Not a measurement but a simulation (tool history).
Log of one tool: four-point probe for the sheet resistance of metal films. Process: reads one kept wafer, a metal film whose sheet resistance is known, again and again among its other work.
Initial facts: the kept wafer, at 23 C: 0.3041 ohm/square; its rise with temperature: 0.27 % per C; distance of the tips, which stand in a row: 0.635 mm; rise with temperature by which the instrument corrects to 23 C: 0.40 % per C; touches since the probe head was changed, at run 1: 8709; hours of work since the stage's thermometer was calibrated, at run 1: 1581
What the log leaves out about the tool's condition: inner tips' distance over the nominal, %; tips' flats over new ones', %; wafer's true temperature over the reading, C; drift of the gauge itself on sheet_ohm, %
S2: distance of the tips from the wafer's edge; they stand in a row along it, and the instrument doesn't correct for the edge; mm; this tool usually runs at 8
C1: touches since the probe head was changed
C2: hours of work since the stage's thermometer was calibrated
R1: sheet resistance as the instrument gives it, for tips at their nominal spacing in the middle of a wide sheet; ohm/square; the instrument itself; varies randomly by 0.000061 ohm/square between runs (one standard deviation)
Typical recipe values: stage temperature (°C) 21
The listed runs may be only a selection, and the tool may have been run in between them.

Run 1, hour 0: usual settings; C1 8709; C2 1581. Result: R1 0.306079 ohm/square.
Run 2, hour 10.3: usual settings; C1 8947; C2 1589. Result: R1 0.305974 ohm/square.
Run 3, hour 20.4: usual settings but stage temperature (°C) 23; C1 9179; C2 1597. Result: R1 0.305154 ohm/square.
Run 4, hour 34.7: usual settings but stage temperature (°C) 23; C1 9512; C2 1609. Result: R1 0.305153 ohm/square.
Run 5, hour 49.4: usual settings but stage temperature (°C) 23; C1 9851; C2 1620. Result: R1 0.305061 ohm/square.
Run 6, hour 59.2: usual settings; C1 10078; C2 1628. Result: R1 0.305889 ohm/square.
Run 7, hour 67.7: usual settings; C1 10273; C2 1635. Result: R1 0.305965 ohm/square.
Run 8, hour 84: usual settings but S2 4 mm; C1 10650; C2 1648. Result: R1 0.309048 ohm/square.
Run 9, hour 92.5: usual settings but S2 4 mm; C1 10847; C2 1655. Result: R1 0.308956 ohm/square.
Run 10, hour 107: usual settings but stage temperature (°C) 20; C1 11180; C2 1667. Result: R1 0.306359 ohm/square.
Run 11, hour 114.7: usual settings but stage temperature (°C) 20; C1 11359; C2 1673. Result: R1 0.306296 ohm/square.
Run 12, hour 130.6: usual settings but stage temperature (°C) 20; C1 11726; C2 1685. Result: R1 0.306327 ohm/square.
Run 13, hour 137.7: usual settings but stage temperature (°C) 29; C1 11890; C2 1691. Result: R1 0.302726 ohm/square.
Run 14, hour 154.7: usual settings but stage temperature (°C) 29; C1 12284; C2 1705. Result: R1 0.302872 ohm/square.
Run 15, hour 163.2: usual settings but stage temperature (°C) 29; C1 12480; C2 1711. Result: R1 0.302914 ohm/square.
Run 16, hour 174.3: usual settings but stage temperature (°C) 29; C1 12736; C2 1720. Result: R1 0.302822 ohm/square.
Run 17, hour 184.4: usual settings but stage temperature (°C) 29; C1 12970; C2 1728. Result: R1 0.302885 ohm/square.
Run 18, hour 200.8: usual settings but stage temperature (°C) 29; C1 13348; C2 1742. Result: R1 0.302785 ohm/square.
Run 19, hour 214.5: usual settings but S2 5 mm; C1 13666; C2 1753. Result: R1 0.307551 ohm/square.
Run 20, hour 222.7: usual settings but S2 5 mm; C1 13855; C2 1759. Result: R1 0.307573 ohm/square.
Run 21, hour 230.5: usual settings but stage temperature (°C) 18, S2 72 mm; C1 14036; C2 1765. Result: R1 0.306165 ohm/square.
Run 22, hour 242.6: usual settings but stage temperature (°C) 18, S2 72 mm; C1 14314; C2 1775. Result: R1 0.306065 ohm/square.
Run 23, hour 256: usual settings but stage temperature (°C) 20, S2 71 mm; C1 14623; C2 1786. Result: R1 0.305306 ohm/square.
Run 24, hour 268.9: usual settings but stage temperature (°C) 32, S2 34 mm; C1 14922; C2 1796. Result: R1 0.30069 ohm/square.
Run 25, hour 280.3: usual settings but stage temperature (°C) 28, S2 34 mm; C1 15187; C2 1805. Result: R1 0.302216 ohm/square.
Run 26, hour 290: usual settings but stage temperature (°C) 20, S2 7 mm; C1 15410; C2 1813. Result: R1 0.306595 ohm/square.
Run 27, hour 300.5: usual settings but stage temperature (°C) 20, S2 7 mm; C1 15652; C2 1821. Result: R1 0.306575 ohm/square.
Run 28, hour 313.2: usual settings but stage temperature (°C) 20, S2 7 mm; C1 15945; C2 1831. Result: R1 0.306639 ohm/square.
Run 29, hour 326.1: usual settings but stage temperature (°C) 32, S2 10 mm; C1 16244; C2 1842. Result: R1 0.30133 ohm/square.
Run 30, hour 343: usual settings but stage temperature (°C) 34, S2 55 mm; C1 16634; C2 1855. Result: R1 0.299992 ohm/square.
Run 31, hour 355.4: usual settings but stage temperature (°C) 22; C1 16920; C2 1865. Result: R1 0.305532 ohm/square.
Run 32, hour 363.2: usual settings but stage temperature (°C) 22; C1 17100; C2 1871. Result: R1 0.305472 ohm/square.
Run 33, hour 380.2: usual settings but stage temperature (°C) 25, S2 5 mm; C1 17495; C2 1885. Result: R1 0.305943 ohm/square.
Run 34, hour 391: usual settings but stage temperature (°C) 25, S2 5 mm; C1 17744; C2 1894. Result: R1 0.305943 ohm/square.
Run 35, hour 402.1: usual settings but stage temperature (°C) 22, S2 17 mm; C1 18000; C2 1903. Result: R1 0.304755 ohm/square.
Run 36, hour 416.8: usual settings but stage temperature (°C) 25, S2 20 mm; C1 18340; C2 1914. Result: R1 0.303389 ohm/square.
Run 37, hour 426.3: usual settings but stage temperature (°C) 31, S2 4 mm; C1 18560; C2 1922. Result: R1 0.305121 ohm/square.

5 ways to go on from here, each from the tool as it stands after run 37. What would each give?
Run A, hour 436.4: usual settings; C1 18792; C2 1930. Result: R1 ?.
Run B, hour 436.4: usual settings but stage temperature (°C) 32, S2 4 mm; C1 18792; C2 1930. Result: R1 ?.
Run C, hour 436.4: usual settings but stage temperature (°C) 20; C1 18792; C2 1930. Result: R1 ?.
Run D, hour 436.4: usual settings but stage temperature (°C) 22, S2 4 mm; C1 18792; C2 1930. Result: R1 ?.
Run E, hour 436.4: usual settings but stage temperature (°C) 34, S2 4 mm; C1 18792; C2 1930. Result: R1 ?.

run        R1
  A  0.305968
  B  0.304656
  C  0.306302
  D  0.308577
  E  0.303979
The same runs, with their run-to-run variation unchanged, on a tool lacking any hidden condition would have given:
run        R1
  A  0.305956
  B  0.304644
  C   0.30629
  D  0.308565
  E  0.303967
